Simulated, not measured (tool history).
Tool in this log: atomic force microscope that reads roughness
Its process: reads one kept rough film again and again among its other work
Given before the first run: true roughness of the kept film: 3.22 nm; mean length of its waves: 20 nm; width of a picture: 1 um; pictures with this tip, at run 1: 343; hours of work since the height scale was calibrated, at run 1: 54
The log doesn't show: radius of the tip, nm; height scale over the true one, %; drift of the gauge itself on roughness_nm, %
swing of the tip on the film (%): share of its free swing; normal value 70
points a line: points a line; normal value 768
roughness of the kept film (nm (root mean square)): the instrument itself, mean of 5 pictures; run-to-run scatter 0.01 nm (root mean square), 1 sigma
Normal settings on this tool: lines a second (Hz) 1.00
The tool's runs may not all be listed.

run,hour,lines a second (Hz),swing of the tip on the film (%),points a line,pictures with this tip,hours of work since the height scale was calibrated,roughness of the kept film (nm (root mean square))
1,0.0,1.00,70,768,343,54,1.364
# hour 26.8: new tip fitted
2,28.1,1.00,70,768,2,66,2.347
3,44.5,1.00,70,768,22,74,2.241
4,59.7,1.00,70,711,42,81,2.149
5,84.7,1.00,70,711,73,92,2.044
6,99.6,1.00,70,711,92,99,1.961
7,135.1,1.00,70,711,137,115,1.823
8,163.2,3.94,70,768,173,128,1.562
9,181.7,3.94,70,768,196,137,1.516
10,207.1,3.94,70,777,229,149,1.457
11,233.3,3.94,70,777,262,161,1.380
12,256.4,1.00,70,768,291,171,1.453
13,279.8,1.00,70,768,321,182,1.390
14,304.2,2.21,70,768,352,193,1.299
# hour 325.8: new tip fitted
15,338.8,2.21,70,768,17,209,2.158
16,368.7,2.21,70,768,55,223,2.007
17,384.1,2.21,70,768,74,230,1.968
18,400.0,1.00,70,768,94,237,1.988
19,414.7,1.00,70,768,113,244,1.910
20,434.7,1.00,70,288,138,253,1.781
21,462.9,1.00,79,637,174,266,1.694
22,483.5,2.25,70,768,200,275,1.593
23,516.7,2.25,70,768,243,291,1.495
24,535.2,1.00,70,326,266,299,1.483
25,562.2,3.90,81,585,300,312,1.218
26,597.1,3.90,88,585,344,328,1.063
27,617.1,0.71,70,482,370,337,1.338
# hour 623.7: new tip fitted
28,644.9,0.71,70,482,26,350,2.217
29,670.0,1.33,70,427,58,361,2.022
30,705.5,1.33,70,427,103,377,1.885
31,738.0,1.33,70,427,145,392,1.772
32,764.3,1.00,70,598,178,404,1.710
33,780.0,2.11,80,777,198,412,1.531
34,796.8,2.11,80,777,219,419,1.487
35,812.8,2.11,80,777,239,427,1.436
36,839.3,2.11,61,335,273,439,1.466

Consider 3 possible next runs. They are alternatives, not a sequence: every one starts from the tool as it was left by run 36. What does each give?
A,865.9,1.21,70,768,307,451,?
B,865.9,2.36,61,335,307,451,?
C,865.9,2.29,89,768,307,451,?

run,roughness of the kept film (nm (root mean square))
A,1.433
B,1.399
C,1.232
Without the tool's hidden state the same runs would have given:
run,roughness of the kept film (nm (root mean square))
A,2.337
B,2.283
C,2.013
